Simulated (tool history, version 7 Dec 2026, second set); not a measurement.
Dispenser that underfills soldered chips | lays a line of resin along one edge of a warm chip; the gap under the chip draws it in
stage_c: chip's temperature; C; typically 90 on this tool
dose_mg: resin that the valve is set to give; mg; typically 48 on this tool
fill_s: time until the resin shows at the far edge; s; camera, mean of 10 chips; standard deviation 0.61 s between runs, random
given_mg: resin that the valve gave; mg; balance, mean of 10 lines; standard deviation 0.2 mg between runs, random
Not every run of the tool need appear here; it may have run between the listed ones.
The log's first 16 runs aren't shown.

Run 17, hour 116.7: usual settings but stage_c 98 C. Result: fill_s 82.6 s, given_mg 47.19 mg.
At hour 117.7: new syringe of resin.
Run 18, hour 122.8: usual settings but stage_c 98 C. Result: fill_s 52 s, given_mg 46.48 mg.
At hour 131.2: new syringe of resin.
Run 19, hour 132.2: usual settings but stage_c 86 C. Result: fill_s 59.9 s, given_mg 46.14 mg.
Run 20, hour 137.7: usual settings but stage_c 76 C, dose_mg 55.9 mg. Result: fill_s 120.8 s, given_mg 53.96 mg.
At hour 142.4: dispensing valve cleaned and set on the balance.
At hour 146: new syringe of resin.
Run 21, hour 146.2: usual settings but stage_c 76 C, dose_mg 60.1 mg. Result: fill_s 79 s, given_mg 59.86 mg.
Run 22, hour 152.2: usual settings but stage_c 100 C, dose_mg 57.3 mg. Result: fill_s 50 s, given_mg 57.23 mg.
Run 23, hour 157.7: usual settings but stage_c 101 C, dose_mg 51.8 mg. Result: fill_s 69.5 s, given_mg 51.45 mg.
At hour 159.5: new syringe of resin.
Run 24, hour 163.3: usual settings but stage_c 101 C, dose_mg 51.8 mg. Result: fill_s 42.1 s, given_mg 51.48 mg.
Run 25, hour 170: usual settings but stage_c 88 C, dose_mg 48.3 mg. Result: fill_s 103.3 s, given_mg 47.49 mg.
At hour 173.3: new syringe of resin.
Run 26, hour 177.9: usual settings but stage_c 101 C, dose_mg 49.7 mg. Result: fill_s 44.4 s, given_mg 48.65 mg.
Run 27, hour 184.5: usual settings but stage_c 77 C, dose_mg 59.9 mg. Result: fill_s 158.4 s, given_mg 58.46 mg.
At hour 186.8: new syringe of resin.
Run 28, hour 191.2: usual settings but stage_c 77 C, dose_mg 59.9 mg. Result: fill_s 99.8 s, given_mg 58.49 mg.
Run 29, hour 199.3: usual settings but stage_c 77 C, dose_mg 59.9 mg. Result: fill_s 168.4 s, given_mg 58.4 mg.
At hour 200.4: new syringe of resin.
Run 30, hour 203.5: usual settings but stage_c 77 C, dose_mg 59.9 mg. Result: fill_s 90.6 s, given_mg 57.66 mg.
Run 31, hour 208.4: usual settings but stage_c 94 C, dose_mg 57.4 mg. Result: fill_s 70.1 s, given_mg 55.56 mg.
At hour 213.8: new syringe of resin.
Run 32, hour 214.1: usual settings but stage_c 76 C. Result: fill_s 84 s, given_mg 46.15 mg.
At hour 216.8: dispensing valve cleaned and set on the balance.
Run 33, hour 221: usual settings but stage_c 79 C, dose_mg 53.2 mg. Result: fill_s 107 s, given_mg 52.96 mg.
Run 34, hour 227.3: usual settings but stage_c 81 C. Result: fill_s 150.1 s, given_mg 47.81 mg.
At hour 228.3: new syringe of resin.
Run 35, hour 237.2: usual settings but stage_c 81 C. Result: fill_s 121.4 s, given_mg 47.68 mg.
At hour 241.8: new syringe of resin.
Run 36, hour 247: usual settings but stage_c 79 C, dose_mg 41.3 mg. Result: fill_s 103.4 s, given_mg 40.59 mg.

What if the next run were any one of these 3? Each begins from the tool's condition after run 36:
Run A, hour 251.5: usual settings but stage_c 79 C, dose_mg 43.6 mg. Result: fill_s ?, given_mg ?.
Run B, hour 251.5: usual settings but stage_c 103 C. Result: fill_s ?, given_mg ?.
Run C, hour 251.5: usual settings but stage_c 81 C, dose_mg 44.6 mg. Result: fill_s ?, given_mg ?.

run  fill_s  given_mg
  A   136.2     42.96
  B    56.9     46.84
  C   125.2     43.92
The same runs, with their run-to-run variation unchanged, on a tool lacking any hidden condition would have given:
run  fill_s  given_mg
  A    81.1     43.73
  B    33.4     47.68
  C    74.4     44.71

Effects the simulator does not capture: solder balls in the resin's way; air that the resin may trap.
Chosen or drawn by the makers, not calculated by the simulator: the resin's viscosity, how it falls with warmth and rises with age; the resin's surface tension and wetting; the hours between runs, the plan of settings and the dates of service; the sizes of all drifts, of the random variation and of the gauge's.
